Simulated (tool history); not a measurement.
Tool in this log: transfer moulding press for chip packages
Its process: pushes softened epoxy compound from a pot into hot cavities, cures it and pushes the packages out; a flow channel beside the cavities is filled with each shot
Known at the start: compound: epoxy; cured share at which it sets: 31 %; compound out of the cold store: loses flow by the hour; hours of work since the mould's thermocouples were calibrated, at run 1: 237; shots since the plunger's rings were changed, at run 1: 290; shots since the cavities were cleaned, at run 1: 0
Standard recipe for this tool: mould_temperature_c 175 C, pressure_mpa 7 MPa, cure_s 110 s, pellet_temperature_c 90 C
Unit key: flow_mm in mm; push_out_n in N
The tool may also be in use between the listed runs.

run,hour,mould_temperature_c,pressure_mpa,cure_s,pellet_temperature_c,hours of work since the mould's thermocouples were calibrated,shots since the plunger's rings were changed,shots since the cavities were cleaned,incoming compound's hours out of the cold store,flow_mm,push_out_n
1,0,175,7,110,90,237,290,0,32,841,490
2,11,175,7,110,90,242,361,71,10,922,535
3,32.8,175,7,105,90,251,501,211,41.2,792,640
4,53,175,7,105,90,259,631,341,42.5,789,654
5,74.6,175,7,110,90,268,770,480,29.5,845,691
6,97.5,175,7.09,110,90,278,918,628,26,843,758
7,118.1,175,7,110,90,286,1051,761,26.2,840,751
8,132.5,175,7,142,90,292,1143,853,17.8,878,659
# hour 148.4: cavities cleaned with cleaning compound and waxed
9,148.4,175,7,142,90,298,1236,0,42.7,779,757
10,170.2,175,7,142,90,307,1377,141,32.3,814,795
11,184.8,175,7,142,90,314,1471,235,18.8,875,770
12,194.9,175,7,142,90,318,1536,300,39.9,790,772
13,216.1,175,7,142,90,327,1672,436,44.5,761,792
# hour 233.2: cavities cleaned with cleaning compound and waxed, once more
14,233.2,181,7,110,90,333,1773,0,15.7,850,408
15,255.2,181,7,110,90,342,1915,142,8.5,883,470
16,276.7,181,7,110,90,351,2053,280,43.4,747,530
17,297,172,7,98,97,360,2184,411,27.1,828,940
18,314.2,180,8.17,144,90,367,2295,522,38.4,818,592
19,324.1,180,8.17,144,94,371,2359,586,35.5,834,613

The next listed run, before its measurement:
20,344.2,177,6.35,125,81,380,2488,715,12.3,?,?

flow_mm: 831 mm
push_out_n: 664 N
On a tool with no hidden condition, and with the same random variation, this run would have come out at flow_mm 873 mm, push_out_n 425 N.

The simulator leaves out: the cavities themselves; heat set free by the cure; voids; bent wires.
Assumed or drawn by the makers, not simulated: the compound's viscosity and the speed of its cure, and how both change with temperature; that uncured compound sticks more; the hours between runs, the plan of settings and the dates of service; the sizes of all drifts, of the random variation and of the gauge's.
